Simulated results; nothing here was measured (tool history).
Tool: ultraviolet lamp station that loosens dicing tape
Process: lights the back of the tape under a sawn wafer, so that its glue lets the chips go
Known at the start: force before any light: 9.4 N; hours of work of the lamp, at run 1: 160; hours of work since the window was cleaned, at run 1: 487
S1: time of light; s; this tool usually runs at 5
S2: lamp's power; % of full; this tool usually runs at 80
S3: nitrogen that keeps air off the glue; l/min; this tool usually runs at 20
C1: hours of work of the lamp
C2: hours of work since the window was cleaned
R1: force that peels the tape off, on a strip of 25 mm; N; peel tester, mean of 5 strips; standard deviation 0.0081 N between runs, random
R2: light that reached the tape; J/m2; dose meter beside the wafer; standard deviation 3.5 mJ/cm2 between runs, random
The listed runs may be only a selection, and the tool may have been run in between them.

run	hour	S1	S2	S3	C1	C2	R1	R2
1	0.0	5	80	20	160	487	0.476	4810
2	47.8	5	80	20	184	511	0.510	4810
3	75.8	5	80	20	198	525	0.523	4780
4	123.4	5	80	20	222	549	0.540	4730
5	159.5	5	80	20	240	567	0.544	4620
6	190.8	5	80	20	255	583	0.562	4590
7	237.5	5	90	20	279	606	0.424	5080
8	263.9	5	62	20	292	619	1.007	3500
9	318.7	5	80	20	319	646	0.617	4450
# hour 323.2: window cleaned of glue's vapour
10	346.9	5	80	20	333	12	0.688	4210
11	380.4	5	80	20	350	29	0.715	4150
12	415.4	5	80	20	367	46	0.726	4120
# hour 446.0: window cleaned of glue's vapour, once more
13	463.5	5	80	20	391	9	0.473	5000
14	504.1	5	80	20	411	29	0.478	4990
15	552.1	5	80	20	435	53	0.497	4840
16	584.5	7	80	20	452	69	0.244	6740
17	642.3	3	62	11	480	98	2.866	2200
18	685.1	3	62	12	502	119	2.842	2170
19	719.7	5	80	16	519	137	0.669	4580
20	772.9	5	80	20	546	163	0.572	4530
21	820.4	5	80	20	569	187	0.629	4490
22	863.8	5	80	20	591	209	0.634	4330
23	898.6	3	80	20	609	226	1.821	2590
24	927.4	5	96	20	623	241	0.427	5110
25	979.8	5	96	20	649	267	0.448	5080
26	1017.2	5	80	35	668	285	0.534	4160
27	1048.0	4	78	33	683	301	1.011	3210
28	1077.2	4	78	33	698	315	1.024	3140
29	1112.5	4	78	33	715	333	1.043	3160
30	1163.4	4	78	33	741	358	1.108	3100
31	1211.5	4	78	33	765	382	1.108	3020
32	1254.1	3	62	22	786	404	2.851	1760

For each entry between runs, how does the tool's hidden state at the last listed run before it compare with that at the first listed run after it?
Logged between run 9 and run 10: window cleaned of glue's vapour (hour 323.2)
  lamp's light, % of a new lamp's: 88.9 -> 88.3; light that the window lets through, % of a clean one's: 85.1 -> 81.6
  difference, measured minus the result without the unlogged condition, R1: +0.298 -> +0.363 N; R2: -1430 -> -1630 J/m2
Logged between run 12 and run 13: window cleaned of glue's vapour, once more (hour 446.0)
  lamp's light, % of a new lamp's: 87.1 -> 86.2; light that the window lets through, % of a clean one's: 80.8 -> 99.2
  difference, measured minus the result without the unlogged condition, R1: +0.408 -> +0.147 N; R2: -1720 -> -840 J/m2

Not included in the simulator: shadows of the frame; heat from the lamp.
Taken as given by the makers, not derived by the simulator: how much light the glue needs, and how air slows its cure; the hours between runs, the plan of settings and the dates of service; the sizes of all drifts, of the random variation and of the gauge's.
